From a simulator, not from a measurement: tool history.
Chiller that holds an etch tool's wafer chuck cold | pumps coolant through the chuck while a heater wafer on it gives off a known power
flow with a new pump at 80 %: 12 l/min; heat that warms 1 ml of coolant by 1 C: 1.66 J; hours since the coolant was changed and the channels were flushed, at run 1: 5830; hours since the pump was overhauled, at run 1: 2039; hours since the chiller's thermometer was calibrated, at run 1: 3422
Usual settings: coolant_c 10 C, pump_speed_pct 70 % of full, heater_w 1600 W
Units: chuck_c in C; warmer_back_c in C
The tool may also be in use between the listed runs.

run	day	coolant_c	pump_speed_pct	heater_w	hours since the coolant was changed and the channels were flushed	hours since the pump was overhauled	hours since the chiller's thermometer was calibrated	chuck_c	warmer_back_c
1	0	10	70	1600	5830	2039	3422	24.3	5.66
2	1	10	64	1600	5854	2063	3446	25.4	6.13
3	3.267	10	64	1600	5908	2118	3501	25.2	6.12
4	4.658	10	64	1600	5942	2151	3534	25.1	6.1
5	6.517	10	70	1600	5986	2196	3579	24.5	5.56
6	8.371	10	70	1600	6031	2240	3623	24.2	5.6
7	9.733	10	70	1600	6063	2273	3656	24.3	5.56
8	11.129	10	70	1600	6097	2306	3689	24.5	5.57
9	13.179	10	70	1600	6146	2356	3738	24.3	5.64
10	14.917	10	88	1600	6188	2397	3780	22.1	4.45
11	16.358	10	70	1600	6223	2432	3815	24.4	5.56
12	18.617	10	70	1017	6277	2486	3869	19.3	3.5
# day 19.725: chiller's thermometer calibrated
13	20.1	10	70	1017	6311	2521	9	18.7	3.63
# day 20.412: coolant pump overhauled
14	21.712	10	95	1017	6345	31	43	17.2	2.65
15	23.454	10	95	1017	6387	73	85	17	2.69
16	25.604	10	95	1017	6438	125	136	17.1	2.66
17	27.342	16	70	1372	6480	166	178	27.9	4.93
18	28.992	15	77	1103	6520	206	217	24.1	3.56
19	29.912	15	77	1103	6542	228	240	24.2	3.54
# day 30.854: coolant pump overhauled, once more
20	31.171	9	74	928	6567	8	265	16.8	3.06
21	32.942	9	74	928	6609	50	307	16.7	3.05
22	35.146	10	85	1009	6662	103	360	17.4	2.85
23	36.929	14	67	952	6705	146	403	22.5	3.48
24	38.812	6	63	1460	6750	191	448	19.6	5.55
25	40.829	17	63	1396	6799	239	497	30.2	5.35
26	43.096	3	70	1310	6853	294	551	14.3	4.56
27	44.762	3	70	1310	6893	334	591	14.4	4.55
28	46.621	3	70	1310	6938	378	636	14.4	4.57
29	48.117	3	70	1310	6974	414	671	14.5	4.51
30	49.942	10	96	1360	7018	458	715	19.4	3.48
31	51.908	19	70	1029	7065	505	762	28.1	3.58
32	54.025	10	72	2177	7115	556	813	28.6	7.32

Hidden state at the last listed run before each entry between runs and at the first one after, where it differs:
Between runs 12 and 13: chiller's thermometer calibrated (day 19.725)
  coolant's true temperature over the reading, C: 0.63 -> 0.02
  measured less the result without the state, chuck_c: +1.3 -> +0.7 C; warmer_back_c: +0.08 -> +0.08 C
Between runs 13 and 14: coolant pump overhauled (day 20.412)
  heat passed by the chuck's channels, % of clean ones': 92.5 -> 92.4; flow at a given pump speed, % of a new pump's: 97.8 -> 96.6
  measured less the result without the state, chuck_c: +0.7 -> +0.6 C; warmer_back_c: +0.08 -> +0.09 C
Between runs 19 and 20: coolant pump overhauled, once more (day 30.854)
  flow at a given pump speed, % of a new pump's: 96.5 -> 99.4
  measured less the result without the state, chuck_c: +0.8 -> +0.6 C; warmer_back_c: +0.12 -> +0.02 C
